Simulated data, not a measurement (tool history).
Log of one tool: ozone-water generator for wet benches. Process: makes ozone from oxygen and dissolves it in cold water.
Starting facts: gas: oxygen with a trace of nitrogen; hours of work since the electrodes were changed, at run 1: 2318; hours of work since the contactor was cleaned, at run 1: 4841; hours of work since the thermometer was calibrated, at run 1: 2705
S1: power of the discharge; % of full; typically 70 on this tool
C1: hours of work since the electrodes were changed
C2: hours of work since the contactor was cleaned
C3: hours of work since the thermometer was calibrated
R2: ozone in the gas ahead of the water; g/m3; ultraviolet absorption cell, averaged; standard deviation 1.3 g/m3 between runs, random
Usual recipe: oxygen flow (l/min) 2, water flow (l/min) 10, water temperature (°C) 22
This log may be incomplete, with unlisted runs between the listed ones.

Run 1, hour 0: usual settings; C1 2318; C2 4841; C3 2705. Result: dissolved ozone (ppm) 15.8, R2 218.7 g/m3.
Run 2, hour 79.4: usual settings but oxygen flow (l/min) 2.93; C1 2382; C2 4905; C3 2769. Result: dissolved ozone (ppm) 16.3, R2 183.8 g/m3.
Run 3, hour 136.4: usual settings but oxygen flow (l/min) 2.93, water temperature (°C) 23; C1 2428; C2 4952; C3 2815. Result: dissolved ozone (ppm) 15.9, R2 181.8 g/m3.
Run 4, hour 227.1: usual settings but oxygen flow (l/min) 2.93, water temperature (°C) 23; C1 2502; C2 5025; C3 2889. Result: dissolved ozone (ppm) 16, R2 180.8 g/m3.
Run 5, hour 320.4: usual settings but oxygen flow (l/min) 2.93, water temperature (°C) 23; C1 2577; C2 5100; C3 2964. Result: dissolved ozone (ppm) 15.8, R2 181.1 g/m3.
At hour 374.5: contactor cleaned.
Run 6, hour 377.4: usual settings but oxygen flow (l/min) 2.93, water temperature (°C) 23; C1 2620; C2 2; C3 3007. Result: dissolved ozone (ppm) 15.7, R2 182 g/m3.
Run 7, hour 436.5: usual settings but oxygen flow (l/min) 2.93, water temperature (°C) 23; C1 2668; C2 50; C3 3055. Result: dissolved ozone (ppm) 15.5, R2 178.4 g/m3.
Run 8, hour 494.7: usual settings but water flow (l/min) 8; C1 2715; C2 97; C3 3102. Result: dissolved ozone (ppm) 18.7, R2 213.4 g/m3.
Run 9, hour 542.2: usual settings but water flow (l/min) 8; C1 2754; C2 136; C3 3140. Result: dissolved ozone (ppm) 18.5, R2 216.9 g/m3.
Run 10, hour 582.8: usual settings; C1 2786; C2 169; C3 3173. Result: dissolved ozone (ppm) 15.4, R2 215.4 g/m3.
Run 11, hour 639.4: usual settings; C1 2832; C2 214; C3 3219. Result: dissolved ozone (ppm) 15.4, R2 212.5 g/m3.
Run 12, hour 694.4: usual settings; C1 2877; C2 259; C3 3264. Result: dissolved ozone (ppm) 15.1, R2 211.3 g/m3.
At hour 735: contactor cleaned, once more.
Run 13, hour 755.1: usual settings but water temperature (°C) 20; C1 2923; C2 16; C3 3310. Result: dissolved ozone (ppm) 16.3, R2 211.6 g/m3.
Run 14, hour 813.6: usual settings but water temperature (°C) 20; C1 2970; C2 64; C3 3357. Result: dissolved ozone (ppm) 16.4, R2 213.3 g/m3.
Run 15, hour 876.2: usual settings; C1 3021; C2 114; C3 3408. Result: dissolved ozone (ppm) 15.8, R2 212.6 g/m3.
Run 16, hour 932.5: usual settings; C1 3066; C2 160; C3 3453. Result: dissolved ozone (ppm) 16, R2 211.1 g/m3.
Run 17, hour 994.9: usual settings; C1 3117; C2 210; C3 3504. Result: dissolved ozone (ppm) 15.9, R2 208.4 g/m3.
Run 18, hour 1088.5: usual settings but water temperature (°C) 17; C1 3193; C2 286; C3 3579. Result: dissolved ozone (ppm) 17, R2 211.3 g/m3.
Run 19, hour 1144.1: usual settings but S1 61 % of full, oxygen flow (l/min) 1.33, water temperature (°C) 17; C1 3238; C2 331; C3 3624. Result: dissolved ozone (ppm) 14.4, R2 235.1 g/m3.
At hour 1172.8: water thermometer calibrated.
Run 20, hour 1208: usual settings but S1 87 % of full, oxygen flow (l/min) 2.59, water flow (l/min) 12, water temperature (°C) 19; C1 3289; C2 383; C3 29. Result: dissolved ozone (ppm) 16, R2 211 g/m3.
Run 21, hour 1283.5: usual settings but S1 87 % of full, oxygen flow (l/min) 2.59, water flow (l/min) 12, water temperature (°C) 19; C1 3350; C2 444; C3 90. Result: dissolved ozone (ppm) 16.5, R2 210.2 g/m3.
Run 22, hour 1360.8: usual settings but water flow (l/min) 16; C1 3413; C2 506; C3 152. Result: dissolved ozone (ppm) 9.7, R2 207.4 g/m3.
Run 23, hour 1423.7: usual settings but S1 40 % of full, water flow (l/min) 8, water temperature (°C) 15; C1 3464; C2 557; C3 203. Result: dissolved ozone (ppm) 15.3, R2 151.4 g/m3.
Run 24, hour 1464.6: usual settings but S1 40 % of full, water temperature (°C) 20; C1 3497; C2 590; C3 236. Result: dissolved ozone (ppm) 11.8, R2 152.8 g/m3.
Run 25, hour 1553.1: usual settings but S1 46 % of full, water flow (l/min) 14, water temperature (°C) 29; C1 3568; C2 662; C3 308. Result: dissolved ozone (ppm) 8.4, R2 164 g/m3.
Run 26, hour 1618.9: usual settings but S1 46 % of full, water flow (l/min) 14, water temperature (°C) 29; C1 3622; C2 715; C3 361. Result: dissolved ozone (ppm) 8.2, R2 161.2 g/m3.
Run 27, hour 1660.8: usual settings but S1 46 % of full, water flow (l/min) 14, water temperature (°C) 29; C1 3656; C2 749; C3 395. Result: dissolved ozone (ppm) 8.3, R2 164.9 g/m3.
Run 28, hour 1724.7: usual settings but S1 46 % of full, water flow (l/min) 14, water temperature (°C) 29; C1 3707; C2 801; C3 447. Result: dissolved ozone (ppm) 8, R2 164.2 g/m3.
Run 29, hour 1798.6: usual settings but water flow (l/min) 7, water temperature (°C) 16; C1 3767; C2 861; C3 507. Result: dissolved ozone (ppm) 23.1, R2 202.7 g/m3.
Run 30, hour 1879.6: usual settings but water flow (l/min) 7, water temperature (°C) 16; C1 3833; C2 926; C3 572. Result: dissolved ozone (ppm) 22.5, R2 202 g/m3.
Run 31, hour 1922.6: usual settings but S1 52 % of full, oxygen flow (l/min) 1, water flow (l/min) 12, water temperature (°C) 29; C1 3867; C2 961; C3 607. Result: dissolved ozone (ppm) 8.8, R2 238.4 g/m3.

What will run 32 give?
Run 32, hour 1970.5: usual settings but S1 82 % of full, oxygen flow (l/min) 1.76, water temperature (°C) 24; C1 3906; C2 1000; C3 646. Result: dissolved ozone (ppm) ?, R2 ?.

For run 32 the tool returned dissolved ozone (ppm) 15.9, R2 237.2 g/m3.
The same run, on a tool lacking any hidden state, would have yielded dissolved ozone (ppm) 19.3, R2 285.6 g/m3.
